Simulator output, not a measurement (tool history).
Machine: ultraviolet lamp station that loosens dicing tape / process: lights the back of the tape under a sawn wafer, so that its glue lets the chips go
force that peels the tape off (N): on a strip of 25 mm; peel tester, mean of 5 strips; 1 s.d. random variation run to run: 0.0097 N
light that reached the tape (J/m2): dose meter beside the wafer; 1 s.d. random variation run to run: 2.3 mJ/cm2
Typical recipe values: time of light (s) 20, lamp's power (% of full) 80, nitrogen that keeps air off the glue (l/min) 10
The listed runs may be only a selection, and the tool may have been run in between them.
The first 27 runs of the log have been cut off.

run   hour  time of light (s)  lamp's power (% of full)  nitrogen that keeps air off the glue (l/min)  hours of work of the lamp  hours of work since the window was cleaned  force that peels the tape off (N)  light that reached the tape (J/m2)
     388.7  -- lamp changed
 28  391.1                 39                        85                                             7                          2                                          20                              0.114                                4270
 29  407.6                 13                        68                                            19                         13                                          32                              0.957                                1140
 30  424.5                 20                        80                                            12                         25                                          43                              0.425                                2010
 31  439.7                 20                        80                                            12                         36                                          54                              0.442                                1980
 32  452.3                 20                        80                                            12                         45                                          63                              0.465                                1970
 33    471                 20                        91                                             9                         58                                          76                              0.411                                2190
 34  488.9                 35                       100                                            14                         70                                          89                              0.065                                4140
 35  510.6                 13                        66                                            10                         85                                         104                               1.38                                1010
 36  530.8                 13                        67                                            10                        100                                         118                              1.347                                1000
 37  540.7                 16                        83                                             6                        106                                         125                               0.99                                1530
 38  556.6                 34                        83                                            11                        118                                         136                              0.142                                3200
 39  570.6                 20                        77                                             7                        127                                         146                              0.749                                1740
 40  586.5                 20                        88                                            10                        139                                         157                                0.5                                1900
 41  603.2                 20                        99                                             6                        150                                         169                              0.542                                2150
 42  615.6                 20                        99                                             6                        159                                         177                              0.536                                2110
 43  624.5                 37                        87                                            10                        165                                         184                              0.139                                3470

What if the next run were any one of these 3? Each begins from the tool's condition after run 43:
  A  636.5                 10                        87                                            15                        174                                         192                                  ?                                   ?
  B  636.5                 37                        94                                            17                        174                                         192                                  ?                                   ?
  C  636.5                 20                        98                                            10                        174                                         192                                  ?                                   ?

run  force that peels the tape off (N)  light that reached the tape (J/m2)
  A                              1.328                                 920
  B                               0.09                                3640
  C                              0.449                                2040
With no hidden state in the tool, these same runs would have given:
run  force that peels the tape off (N)  light that reached the tape (J/m2)
  A                                  1                                1160
  B                              0.064                                4590
  C                              0.272                                2570
